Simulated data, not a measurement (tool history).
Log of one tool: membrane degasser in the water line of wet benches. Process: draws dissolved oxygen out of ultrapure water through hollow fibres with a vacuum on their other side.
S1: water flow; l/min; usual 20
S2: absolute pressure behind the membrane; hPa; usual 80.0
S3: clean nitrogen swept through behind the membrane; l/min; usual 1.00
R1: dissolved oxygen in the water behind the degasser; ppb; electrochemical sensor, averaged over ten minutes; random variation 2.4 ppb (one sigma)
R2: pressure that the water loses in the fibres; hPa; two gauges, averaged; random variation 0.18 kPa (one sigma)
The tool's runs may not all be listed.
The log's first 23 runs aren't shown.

run    hour  S1    S2    S3     R1     R2
 24  6312.6  19  88.0  0.63  365.6  328.4
 25  6538.6  15  80.0  0.40  364.5  259.7
 26  6852.8  13  80.0  0.40  323.5  224.4
 27  7073.7  20  80.0  0.50  399.2  346.5
 28  7358.5  20  80.0  0.41  457.2  347.1
 29  7570.6  20  80.0  0.41  456.6  348.1
 30  7901.2  20  80.0  0.41  459.7  343.9
 31  8064.3  30  80.0  1.70  272.1  517.2

Forecast each of these 3 alternatives for the next run:
  A  8367.1  20   48.9  1.70   ?   ?
  B  8367.1  21  102.8  2.21   ?   ?
  C  8367.1  30   84.4  2.31   ?   ?

run     R1     R2
  A   76.5  344.8
  B  189.5  361.3
  C  236.8  518.8
Without the tool's hidden state the same runs would have given:
run     R1     R2
  A   76.3  344.7
  B  189.4  361.2
  C  236.6  518.7
